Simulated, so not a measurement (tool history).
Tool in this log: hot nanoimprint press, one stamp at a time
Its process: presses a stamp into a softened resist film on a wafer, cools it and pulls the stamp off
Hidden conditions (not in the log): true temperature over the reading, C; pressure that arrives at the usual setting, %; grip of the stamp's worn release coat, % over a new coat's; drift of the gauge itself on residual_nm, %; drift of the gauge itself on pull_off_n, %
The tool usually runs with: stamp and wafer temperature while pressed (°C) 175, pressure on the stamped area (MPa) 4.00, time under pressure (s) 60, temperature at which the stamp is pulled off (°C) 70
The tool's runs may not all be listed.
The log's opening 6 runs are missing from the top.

run	day	stamp and wafer temperature while pressed (°C)	pressure on the stamped area (MPa)	time under pressure (s)	temperature at which the stamp is pulled off (°C)	hours of work since the thermocouple was calibrated	imprints on the stamp's release coat	hours of work since the press's seals were changed	resist left under the stamp's widest pad (nm)	greatest force while the stamp is pulled off (N)
7	1.871	176	4.00	60	70	451	204	84	128.0	94
8	2.071	176	4.00	60	70	454	214	87	128.0	93
9	2.321	175	2.79	60	70	457	227	90	159.6	93
10	2.779	175	2.79	60	70	464	250	96	158.5	93
11	3.104	175	3.36	60	70	468	266	101	145.0	92
12	3.467	175	3.36	60	70	473	284	106	144.9	93
13	3.904	175	3.36	60	70	479	306	112	146.0	94
14	4.292	175	3.36	60	70	484	325	117	144.4	95
15	4.533	175	3.36	60	70	487	337	120	145.4	94
16	4.983	175	3.36	60	70	493	360	126	144.5	93
17	5.367	175	3.36	60	70	498	379	131	143.5	96
18	5.783	175	4.14	37	70	504	400	137	159.1	96
19	6.108	175	4.14	37	70	508	416	141	160.1	96
20	6.379	175	5.67	43	56	512	429	145	130.0	130
# day 6.604: plate thermocouple calibrated
21	6.900	175	5.67	43	56	4	449	150	144.4	138
22	7.346	186	2.56	57	72	10	471	156	119.9	97
23	7.692	175	4.00	40	62	15	488	161	173.3	126
24	8.121	175	2.45	67	62	20	510	166	177.0	123
25	8.362	167	6.05	59	60	24	522	170	174.5	127
26	8.700	180	4.19	60	67	28	539	174	116.2	112
27	9.092	169	3.11	59	66	33	558	179	210.4	118
28	9.492	175	3.11	59	66	39	578	185	165.8	111
29	9.812	175	3.11	59	66	43	594	189	165.6	115
30	10.188	175	3.11	59	66	48	613	194	165.5	114

What if the next run were any one of these 3? Each begins from the tool's condition after run 30:
A	10.571	164	2.80	70	70	53	632	199	?	?
B	10.571	175	4.00	60	62	53	632	199	?	?
C	10.571	175	3.11	59	63	53	632	199	?	?

run	resist left under the stamp's widest pad (nm)	greatest force while the stamp is pulled off (N)
A	247.6	105
B	147.6	128
C	163.9	124
Without the tool's unlogged condition, the same runs would have read:
run	resist left under the stamp's widest pad (nm)	greatest force while the stamp is pulled off (N)
A	248.2	96
B	147.6	117
C	164.2	113

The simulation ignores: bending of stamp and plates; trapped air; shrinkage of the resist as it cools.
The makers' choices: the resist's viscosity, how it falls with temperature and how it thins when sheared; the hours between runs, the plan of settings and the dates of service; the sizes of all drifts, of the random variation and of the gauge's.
